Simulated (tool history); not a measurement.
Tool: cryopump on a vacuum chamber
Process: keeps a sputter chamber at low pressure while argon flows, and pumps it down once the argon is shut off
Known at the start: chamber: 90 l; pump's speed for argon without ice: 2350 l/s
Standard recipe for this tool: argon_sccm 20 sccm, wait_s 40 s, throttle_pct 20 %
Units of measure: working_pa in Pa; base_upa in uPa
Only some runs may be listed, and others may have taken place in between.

Run 1, hour 0.0: usual settings. Result: working_pa 0.0729 Pa, base_upa 1.50 uPa.
Run 2, hour 18.0: usual settings. Result: working_pa 0.0737 Pa, base_upa 1.42 uPa.
Run 3, hour 36.0: usual settings. Result: working_pa 0.0734 Pa, base_upa 1.48 uPa.
Run 4, hour 46.6: usual settings. Result: working_pa 0.0724 Pa, base_upa 1.48 uPa.
Run 5, hour 60.5: usual settings. Result: working_pa 0.0731 Pa, base_upa 1.37 uPa.
Run 6, hour 77.6: usual settings. Result: working_pa 0.0731 Pa, base_upa 1.46 uPa.
Run 7, hour 93.5: usual settings but wait_s 26 s. Result: working_pa 0.0735 Pa, base_upa 2.14 uPa.
Run 8, hour 112.6: usual settings. Result: working_pa 0.0738 Pa, base_upa 1.48 uPa.
Run 9, hour 131.0: usual settings. Result: working_pa 0.0737 Pa, base_upa 1.51 uPa.
Run 10, hour 145.6: usual settings. Result: working_pa 0.0722 Pa, base_upa 1.50 uPa.
Run 11, hour 161.9: usual settings. Result: working_pa 0.0729 Pa, base_upa 1.55 uPa.
Run 12, hour 174.7: usual settings but argon_sccm 40 sccm. Result: working_pa 0.1466 Pa, base_upa 1.48 uPa.
Run 13, hour 191.8: usual settings but argon_sccm 40 sccm. Result: working_pa 0.1460 Pa, base_upa 1.48 uPa.
Run 14, hour 203.1: usual settings. Result: working_pa 0.0734 Pa, base_upa 1.50 uPa.
Run 15, hour 215.9: usual settings. Result: working_pa 0.0737 Pa, base_upa 1.43 uPa.
Run 16, hour 226.4: usual settings but argon_sccm 15 sccm. Result: working_pa 0.0556 Pa, base_upa 1.48 uPa.
Run 17, hour 239.3: usual settings but argon_sccm 15 sccm. Result: working_pa 0.0547 Pa, base_upa 1.45 uPa.
Run 18, hour 256.0: usual settings. Result: working_pa 0.0731 Pa, base_upa 1.59 uPa.
Run 19, hour 273.6: usual settings but throttle_pct 24 %. Result: working_pa 0.0620 Pa, base_upa 1.54 uPa.
Run 20, hour 291.1: usual settings but throttle_pct 24 %. Result: working_pa 0.0622 Pa, base_upa 1.52 uPa.
Run 21, hour 303.5: usual settings but argon_sccm 31 sccm, wait_s 32 s, throttle_pct 57 %. Result: working_pa 0.0409 Pa, base_upa 1.79 uPa.
Run 22, hour 316.4: usual settings but argon_sccm 9 sccm, wait_s 68 s, throttle_pct 16 %. Result: working_pa 0.0422 Pa, base_upa 0.97 uPa.
Run 23, hour 329.7: usual settings but argon_sccm 9 sccm, wait_s 68 s, throttle_pct 16 %. Result: working_pa 0.0405 Pa, base_upa 1.00 uPa.
Run 24, hour 345.0: usual settings but wait_s 188 s, throttle_pct 37 %. Result: working_pa 0.0414 Pa, base_upa 0.55 uPa.
Run 25, hour 362.4: usual settings but wait_s 188 s, throttle_pct 37 %. Result: working_pa 0.0404 Pa, base_upa 0.52 uPa.
Run 26, hour 377.3: usual settings but wait_s 188 s, throttle_pct 37 %. Result: working_pa 0.0412 Pa, base_upa 0.58 uPa.
Run 27, hour 393.9: usual settings but wait_s 188 s, throttle_pct 37 %. Result: working_pa 0.0407 Pa, base_upa 0.50 uPa.
Run 28, hour 410.7: usual settings but argon_sccm 10 sccm, wait_s 202 s, throttle_pct 57 %. Result: working_pa 0.0127 Pa, base_upa 0.56 uPa.
Run 29, hour 427.5: usual settings but argon_sccm 10 sccm, wait_s 202 s, throttle_pct 57 %. Result: working_pa 0.0140 Pa, base_upa 0.51 uPa.
Run 30, hour 435.5: usual settings but argon_sccm 10 sccm, wait_s 202 s, throttle_pct 57 %. Result: working_pa 0.0144 Pa, base_upa 0.53 uPa.
Run 31, hour 453.8: usual settings but argon_sccm 10 sccm, wait_s 202 s, throttle_pct 57 %. Result: working_pa 0.0136 Pa, base_upa 0.50 uPa.
Run 32, hour 469.6: usual settings but argon_sccm 10 sccm, wait_s 202 s, throttle_pct 28 %. Result: working_pa 0.0275 Pa, base_upa 0.55 uPa.
Run 33, hour 478.0: usual settings but argon_sccm 10 sccm, wait_s 202 s, throttle_pct 28 %. Result: working_pa 0.0273 Pa, base_upa 0.56 uPa.
Run 34, hour 486.7: usual settings but argon_sccm 9 sccm, wait_s 63 s, throttle_pct 18 %. Result: working_pa 0.0369 Pa, base_upa 1.06 uPa.
Run 35, hour 500.2: usual settings but argon_sccm 9 sccm, wait_s 63 s, throttle_pct 18 %. Result: working_pa 0.0371 Pa, base_upa 1.05 uPa.

Predict each of these 3 candidate next runs independently; none follows another, all start after run 35:
Run A, hour 512.2: usual settings but argon_sccm 18 sccm, wait_s 263 s, throttle_pct 58 %. Result: working_pa ?, base_upa ?.
Run B, hour 512.2: usual settings but argon_sccm 9 sccm, wait_s 63 s, throttle_pct 46 %. Result: working_pa ?, base_upa ?.
Run C, hour 512.2: usual settings but argon_sccm 34 sccm, throttle_pct 25 %. Result: working_pa ?, base_upa ?.

run  working_pa  base_upa
  A      0.0243      0.50
  B      0.0147      1.08
  C      0.1016      1.56
Without the tool's hidden state the same runs would have given:
run  working_pa  base_upa
  A      0.0226      0.31
  B      0.0138      0.90
  C      0.0983      1.38
